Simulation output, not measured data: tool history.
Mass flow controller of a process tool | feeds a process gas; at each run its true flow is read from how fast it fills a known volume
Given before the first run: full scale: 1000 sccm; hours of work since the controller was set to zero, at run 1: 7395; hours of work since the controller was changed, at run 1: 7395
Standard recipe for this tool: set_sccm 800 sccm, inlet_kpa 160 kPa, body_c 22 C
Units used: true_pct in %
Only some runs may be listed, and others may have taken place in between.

run	day	set_sccm	inlet_kpa	body_c	hours of work since the controller was set to zero	hours of work since the controller was changed	true_pct
1	0.000	800	160	22	7395	7395	97.39
2	4.150	800	269	22	7473	7473	97.63
3	7.771	800	160	30	7541	7541	98.14
4	12.038	800	160	30	7621	7621	98.00
5	16.475	800	160	30	7705	7705	98.00
6	21.350	800	160	22	7796	7796	97.26
7	27.475	800	160	22	7912	7912	97.25
# day 30.700: controller exchanged for a calibrated one
8	31.496	800	160	22	15	15	98.95
9	35.833	800	160	22	97	97	98.88
10	39.767	800	160	22	171	171	98.97
11	44.129	800	160	22	253	253	98.98
12	50.667	800	160	22	376	376	98.97
13	57.942	800	160	22	513	513	98.82
14	61.362	800	160	22	577	577	98.77
15	65.133	226	160	22	648	648	97.62
16	69.921	800	265	22	738	738	98.92
17	73.796	800	160	22	811	811	98.64
18	77.012	800	160	22	872	872	98.62
19	84.546	800	160	22	1014	1014	98.78
20	90.912	800	194	22	1134	1134	98.61
21	94.296	800	194	28	1197	1197	99.40
22	100.221	124	160	22	1309	1309	96.47
23	105.588	124	160	22	1410	1410	96.63
24	109.442	922	272	22	1482	1482	99.05
25	116.662	922	272	22	1618	1618	98.96
26	120.533	922	272	22	1691	1691	98.99
27	123.850	922	272	22	1754	1754	99.02
28	129.167	922	272	22	1854	1854	98.98
29	135.392	170	234	22	1971	1971	96.65
30	141.017	313	162	26	2077	2077	97.63
# day 141.662: controller's zero set anew
31	145.921	911	262	21	80	2169	98.64
32	150.096	114	160	22	159	2247	94.67
33	154.633	115	240	22	244	2333	94.97
34	158.508	800	168	39	317	2406	99.83
35	163.704	914	204	23	415	2504	98.57
36	168.621	122	181	28	508	2596	95.37
# day 169.154: controller's zero set anew, once more
37	171.838	103	181	28	51	2656	97.74
38	179.396	103	181	28	193	2799	97.53
39	184.388	800	190	22	287	2893	98.54
40	188.692	178	271	22	368	2974	97.38
41	194.450	575	166	21	476	3082	97.85
42	200.946	126	266	31	599	3204	97.78
43	204.296	152	142	25	662	3267	97.16
44	211.479	152	142	25	797	3403	96.89

For each entry between runs, how does the tool's hidden state at the last listed run before it compare with that at the first listed run after it?
Run 7 -> run 8: controller exchanged for a calibrated one (day 30.700)
  flow at rest that the sensor doesn't see, % of full scale: -0.615 -> -0.005; true flow over the shown one, %: -1.23 -> -0.26
  difference, measured minus the result without the unlogged condition, true_pct: -1.99 -> -0.27 %
Run 30 -> run 31: controller's zero set anew (day 141.662)
  flow at rest that the sensor doesn't see, % of full scale: -0.164 -> -0.279; true flow over the shown one, %: -0.63 -> -0.65
  difference, measured minus the result without the unlogged condition, true_pct: -1.16 -> -0.95 %
Run 36 -> run 37: controller's zero set anew, once more (day 169.154)
  flow at rest that the sensor doesn't see, % of full scale: -0.311 -> -0.015; true flow over the shown one, %: -0.72 -> -0.73
  difference, measured minus the result without the unlogged condition, true_pct: -3.27 -> -0.88 %

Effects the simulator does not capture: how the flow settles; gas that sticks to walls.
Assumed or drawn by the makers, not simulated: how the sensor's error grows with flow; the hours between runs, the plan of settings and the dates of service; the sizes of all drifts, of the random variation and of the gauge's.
